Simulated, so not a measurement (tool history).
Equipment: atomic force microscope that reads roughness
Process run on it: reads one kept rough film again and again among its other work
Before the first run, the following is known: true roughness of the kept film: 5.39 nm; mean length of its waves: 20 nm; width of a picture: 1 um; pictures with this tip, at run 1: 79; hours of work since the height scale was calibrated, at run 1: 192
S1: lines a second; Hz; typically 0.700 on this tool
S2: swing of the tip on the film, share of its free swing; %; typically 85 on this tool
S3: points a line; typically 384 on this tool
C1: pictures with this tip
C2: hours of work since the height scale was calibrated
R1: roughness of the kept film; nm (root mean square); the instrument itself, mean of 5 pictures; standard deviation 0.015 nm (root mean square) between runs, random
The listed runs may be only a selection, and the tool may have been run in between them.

run 1 hour=0.0 | S1=0.700 S2=85 S3=384 | C1=79 C2=192 | R1=2.775
-- hour=37.3 new tip fitted
run 2 hour=41.6 | S1=0.700 S2=68 S3=384 | C1=4 C2=211 | R1=3.662
run 3 hour=68.0 | S1=2.070 S2=85 S3=384 | C1=30 C2=223 | R1=2.725
run 4 hour=98.2 | S1=2.070 S2=76 S3=384 | C1=60 C2=236 | R1=2.720
run 5 hour=130.7 | S1=0.700 S2=85 S3=384 | C1=92 C2=251 | R1=2.736
-- hour=153.3 new tip fitted
run 6 hour=156.4 | S1=0.700 S2=85 S3=384 | C1=3 C2=262 | R1=3.486
run 7 hour=178.2 | S1=2.165 S2=69 S3=997 | C1=24 C2=272 | R1=3.208
run 8 hour=215.9 | S1=2.165 S2=69 S3=997 | C1=61 C2=289 | R1=2.896
run 9 hour=247.0 | S1=2.165 S2=62 S3=997 | C1=92 C2=303 | R1=2.776
-- hour=270.4 new tip fitted
run 10 hour=289.8 | S1=1.351 S2=63 S3=714 | C1=19 C2=322 | R1=3.483
run 11 hour=311.4 | S1=3.289 S2=63 S3=274 | C1=40 C2=331 | R1=2.906

4 options for the next run, each taken on its own from the tool as it stands now. Forecast them:
run A hour=343.5 | S1=3.289 S2=69 S3=274 | C1=72 C2=346 | R1=?
run B hour=343.5 | S1=0.567 S2=56 S3=565 | C1=72 C2=346 | R1=?
run C hour=343.5 | S1=3.421 S2=65 S3=259 | C1=72 C2=346 | R1=?
run D hour=343.5 | S1=3.880 S2=67 S3=274 | C1=72 C2=346 | R1=?

run=A R1=2.547
run=B R1=3.096
run=C R1=2.635
run=D R1=2.528
Take away the tool's hidden state, keep each run's random variation, and the runs would have read:
run=A R1=3.145
run=B R1=3.823
run=C R1=3.256
run=D R1=3.122
